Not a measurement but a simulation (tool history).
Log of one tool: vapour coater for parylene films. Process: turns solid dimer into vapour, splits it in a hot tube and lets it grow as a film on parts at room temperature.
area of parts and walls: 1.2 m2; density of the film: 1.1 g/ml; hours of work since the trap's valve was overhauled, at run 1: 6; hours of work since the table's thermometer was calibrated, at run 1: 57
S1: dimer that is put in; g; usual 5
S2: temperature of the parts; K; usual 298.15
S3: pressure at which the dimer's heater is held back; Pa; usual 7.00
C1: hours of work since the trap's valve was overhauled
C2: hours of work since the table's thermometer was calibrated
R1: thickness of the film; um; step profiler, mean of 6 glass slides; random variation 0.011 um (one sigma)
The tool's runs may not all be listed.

run     day  S1      S2     S3   C1   C2    R1
  1   0.000   5  298.15   7.00    6   57  2.30
  2   0.583   6  298.15   7.00   13   64  2.76
  3   1.050   5  298.15   7.00   18   69  2.30
  4   1.446   5  298.15   7.00   23   74  2.27
  5   1.775   8  298.15   7.00   27   78  3.64
  6   2.112   8  298.15   7.00   31   81  3.65
  7   2.533   5  304.15   7.00   35   86  1.75
  8   3.067   5  294.15   7.00   42   93  2.72
  9   3.667   5  298.15  11.00   49   99  2.05
 10   4.067   5  298.15   7.00   53  104  2.27
 11   4.492   5  298.15   7.00   58  109  2.29
 12   4.879   7  298.15   7.00   63  114  3.19
 13   5.338   6  298.15   7.00   68  119  2.74
 14   5.767   3  295.15  10.42   73  124  1.41
 15   6.200   5  294.15  10.97   78  129  2.42
 16   6.600   5  298.15  10.25   83  133  2.06
 17   7.196   6  296.15   7.00   89  140  2.97
 18   7.612   6  296.15   7.00   94  145  2.97
 19   7.896   2  298.15   2.54   98  149  1.16
 20   8.496   5  291.15   5.48  105  155  3.26
 21   9.117   5  291.15   5.48  112  163  3.25
 22   9.388   5  298.15   2.79  115  166  2.82
 23   9.804   3  305.15   5.57  120  171  1.05
 24  10.346   8  298.15   5.57  126  177  3.82

The next listed run, before its measurement:
 25  10.638   8  298.15  5.57  129  180   ?

{"run 25": {"R1": 3.79}}
Without the tool's hidden state the same run would have given R1 3.87 um.

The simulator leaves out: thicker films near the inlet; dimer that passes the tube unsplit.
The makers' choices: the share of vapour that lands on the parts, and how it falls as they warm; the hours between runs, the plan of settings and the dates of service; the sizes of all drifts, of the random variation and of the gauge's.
